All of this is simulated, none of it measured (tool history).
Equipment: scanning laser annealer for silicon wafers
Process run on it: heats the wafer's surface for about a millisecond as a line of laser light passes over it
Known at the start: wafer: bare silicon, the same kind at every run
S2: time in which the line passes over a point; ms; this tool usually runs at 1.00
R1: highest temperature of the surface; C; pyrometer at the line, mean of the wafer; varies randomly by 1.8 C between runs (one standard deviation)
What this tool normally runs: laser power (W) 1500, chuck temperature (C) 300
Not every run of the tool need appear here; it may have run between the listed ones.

Run 1, hour 0.0: usual settings. Result: R1 1028 C.
Run 2, hour 10.3: usual settings. Result: R1 1029 C.
Run 3, hour 15.7: usual settings. Result: R1 1026 C.
Run 4, hour 23.2: usual settings. Result: R1 1029 C.
Run 5, hour 27.7: usual settings. Result: R1 1030 C.
Run 6, hour 33.1: usual settings. Result: R1 1031 C.
Run 7, hour 39.1: usual settings. Result: R1 1027 C.
Run 8, hour 46.8: usual settings. Result: R1 1029 C.
Run 9, hour 54.2: usual settings. Result: R1 1028 C.
Run 10, hour 62.6: usual settings but laser power (W) 1619, S2 0.70 ms, chuck temperature (C) 283. Result: R1 925 C.
Run 11, hour 70.1: usual settings but laser power (W) 1465, S2 0.70 ms, chuck temperature (C) 283. Result: R1 864 C.
Run 12, hour 79.3: usual settings but laser power (W) 1491, S2 1.24 ms, chuck temperature (C) 322. Result: R1 1141 C.
Run 13, hour 87.4: usual settings but laser power (W) 1385. Result: R1 968 C.
Run 14, hour 93.4: usual settings but laser power (W) 1317, S2 0.83 ms, chuck temperature (C) 311. Result: R1 883 C.
Run 15, hour 103.4: usual settings but S2 1.03 ms. Result: R1 1042 C.
Run 16, hour 109.8: usual settings but laser power (W) 1511, S2 1.03 ms. Result: R1 1045 C.

Each row is a separate what-if for the run after 16, all from the same tool condition, not one after another. Results?
Run A, hour 114.8: usual settings but laser power (W) 1422, S2 1.03 ms, chuck temperature (C) 331. Result: R1 ?.
Run B, hour 114.8: usual settings but laser power (W) 1635, S2 0.76 ms, chuck temperature (C) 302. Result: R1 ?.
Run C, hour 114.8: usual settings but laser power (W) 1330, chuck temperature (C) 322. Result: R1 ?.
Run D, hour 114.8: usual settings but S2 1.02 ms. Result: R1 ?.
Run E, hour 114.8: usual settings but laser power (W) 1543, chuck temperature (C) 306. Result: R1 ?.

run    R1
  A  1032
  B   981
  C   967
  D  1034
  E  1053
Stripped of hidden state, with their random variation kept, the same runs would have yielded:
run    R1
  A  1049
  B   998
  C   984
  D  1053
  E  1072

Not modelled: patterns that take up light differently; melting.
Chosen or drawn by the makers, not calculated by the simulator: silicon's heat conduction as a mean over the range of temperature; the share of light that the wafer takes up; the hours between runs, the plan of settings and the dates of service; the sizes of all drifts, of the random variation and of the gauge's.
